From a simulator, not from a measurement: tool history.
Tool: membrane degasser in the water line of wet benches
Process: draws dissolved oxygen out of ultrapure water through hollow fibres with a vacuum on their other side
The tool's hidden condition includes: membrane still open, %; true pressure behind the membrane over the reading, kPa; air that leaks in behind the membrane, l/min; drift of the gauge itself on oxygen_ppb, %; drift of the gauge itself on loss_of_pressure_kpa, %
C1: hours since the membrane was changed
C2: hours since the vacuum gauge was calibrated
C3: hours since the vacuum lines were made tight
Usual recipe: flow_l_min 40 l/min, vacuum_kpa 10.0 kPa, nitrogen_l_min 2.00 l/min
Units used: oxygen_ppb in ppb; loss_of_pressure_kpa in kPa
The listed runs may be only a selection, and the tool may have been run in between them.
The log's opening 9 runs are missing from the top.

run 10 day=33.662 | flow_l_min=40 vacuum_kpa=10.0 nitrogen_l_min=2.00 | C1=3802 C2=383 C3=1894 | oxygen_ppb=316.7 loss_of_pressure_kpa=67.90
-- day=34.558 vacuum gauge calibrated, once more
run 11 day=38.021 | flow_l_min=40 vacuum_kpa=10.0 nitrogen_l_min=2.00 | C1=3906 C2=83 C3=1998 | oxygen_ppb=295.6 loss_of_pressure_kpa=68.21
run 12 day=40.417 | flow_l_min=40 vacuum_kpa=10.0 nitrogen_l_min=1.20 | C1=3964 C2=141 C3=2055 | oxygen_ppb=452.7 loss_of_pressure_kpa=68.10
run 13 day=45.017 | flow_l_min=40 vacuum_kpa=10.0 nitrogen_l_min=1.06 | C1=4074 C2=251 C3=2166 | oxygen_ppb=499.0 loss_of_pressure_kpa=67.82
run 14 day=47.517 | flow_l_min=40 vacuum_kpa=10.0 nitrogen_l_min=1.06 | C1=4134 C2=311 C3=2226 | oxygen_ppb=498.9 loss_of_pressure_kpa=68.13
run 15 day=52.142 | flow_l_min=40 vacuum_kpa=10.0 nitrogen_l_min=1.06 | C1=4245 C2=422 C3=2337 | oxygen_ppb=505.2 loss_of_pressure_kpa=68.29
run 16 day=57.179 | flow_l_min=40 vacuum_kpa=10.0 nitrogen_l_min=1.67 | C1=4366 C2=543 C3=2458 | oxygen_ppb=350.1 loss_of_pressure_kpa=68.19
run 17 day=61.796 | flow_l_min=40 vacuum_kpa=10.0 nitrogen_l_min=1.67 | C1=4477 C2=654 C3=2568 | oxygen_ppb=347.0 loss_of_pressure_kpa=68.08
run 18 day=64.442 | flow_l_min=40 vacuum_kpa=7.2 nitrogen_l_min=2.53 | C1=4541 C2=717 C3=2632 | oxygen_ppb=149.8 loss_of_pressure_kpa=68.50
run 19 day=68.879 | flow_l_min=33 vacuum_kpa=7.2 nitrogen_l_min=3.29 | C1=4647 C2=824 C3=2738 | oxygen_ppb=96.4 loss_of_pressure_kpa=56.19
run 20 day=71.308 | flow_l_min=47 vacuum_kpa=15.5 nitrogen_l_min=5.04 | C1=4705 C2=882 C3=2797 | oxygen_ppb=277.7 loss_of_pressure_kpa=80.54
run 21 day=74.821 | flow_l_min=47 vacuum_kpa=15.8 nitrogen_l_min=5.04 | C1=4790 C2=966 C3=2881 | oxygen_ppb=281.6 loss_of_pressure_kpa=80.06
run 22 day=78.208 | flow_l_min=47 vacuum_kpa=15.8 nitrogen_l_min=5.04 | C1=4871 C2=1048 C3=2962 | oxygen_ppb=284.4 loss_of_pressure_kpa=80.28
run 23 day=83.067 | flow_l_min=47 vacuum_kpa=15.8 nitrogen_l_min=5.04 | C1=4988 C2=1164 C3=3079 | oxygen_ppb=283.5 loss_of_pressure_kpa=80.89
run 24 day=87.096 | flow_l_min=40 vacuum_kpa=24.9 nitrogen_l_min=1.15 | C1=5084 C2=1261 C3=3176 | oxygen_ppb=1353.7 loss_of_pressure_kpa=68.83
run 25 day=91.458 | flow_l_min=40 vacuum_kpa=24.9 nitrogen_l_min=2.55 | C1=5189 C2=1366 C3=3280 | oxygen_ppb=732.1 loss_of_pressure_kpa=68.73
run 26 day=96.846 | flow_l_min=36 vacuum_kpa=8.0 nitrogen_l_min=2.95 | C1=5318 C2=1495 C3=3410 | oxygen_ppb=140.8 loss_of_pressure_kpa=61.98
run 27 day=101.888 | flow_l_min=27 vacuum_kpa=13.3 nitrogen_l_min=5.40 | C1=5439 C2=1616 C3=3531 | oxygen_ppb=124.7 loss_of_pressure_kpa=46.24
run 28 day=106.588 | flow_l_min=27 vacuum_kpa=13.3 nitrogen_l_min=5.40 | C1=5552 C2=1729 C3=3643 | oxygen_ppb=124.3 loss_of_pressure_kpa=46.93
run 29 day=109.342 | flow_l_min=61 vacuum_kpa=17.6 nitrogen_l_min=3.61 | C1=5618 C2=1795 C3=3709 | oxygen_ppb=562.6 loss_of_pressure_kpa=105.37
run 30 day=114.171 | flow_l_min=29 vacuum_kpa=7.4 nitrogen_l_min=2.97 | C1=5734 C2=1911 C3=3825 | oxygen_ppb=100.6 loss_of_pressure_kpa=49.65
run 31 day=117.254 | flow_l_min=51 vacuum_kpa=7.1 nitrogen_l_min=5.57 | C1=5808 C2=1985 C3=3899 | oxygen_ppb=105.0 loss_of_pressure_kpa=87.63
run 32 day=121.204 | flow_l_min=40 vacuum_kpa=7.5 nitrogen_l_min=2.00 | C1=5903 C2=2080 C3=3994 | oxygen_ppb=199.3 loss_of_pressure_kpa=68.62
run 33 day=126.367 | flow_l_min=33 vacuum_kpa=20.0 nitrogen_l_min=0.89 | C1=6027 C2=2203 C3=4118 | oxygen_ppb=1130.4 loss_of_pressure_kpa=57.02

Alternative continuations, all from the tool just after run 33; predict every row:
run A day=131.046 | flow_l_min=26 vacuum_kpa=20.0 nitrogen_l_min=2.96 | C1=6139 C2=2316 C3=4230 | oxygen_ppb=? loss_of_pressure_kpa=?
run B day=131.046 | flow_l_min=40 vacuum_kpa=12.4 nitrogen_l_min=2.00 | C1=6139 C2=2316 C3=4230 | oxygen_ppb=? loss_of_pressure_kpa=?
run C day=131.046 | flow_l_min=25 vacuum_kpa=20.0 nitrogen_l_min=2.01 | C1=6139 C2=2316 C3=4230 | oxygen_ppb=? loss_of_pressure_kpa=?

run=A oxygen_ppb=346.6 loss_of_pressure_kpa=45.07
run=B oxygen_ppb=406.0 loss_of_pressure_kpa=69.29
run=C oxygen_ppb=471.0 loss_of_pressure_kpa=43.17
Stripped of hidden state, with their random variation kept, the same runs would have yielded:
run=A oxygen_ppb=339.0 loss_of_pressure_kpa=42.83
run=B oxygen_ppb=396.6 loss_of_pressure_kpa=65.84
run=C oxygen_ppb=461.4 loss_of_pressure_kpa=41.01
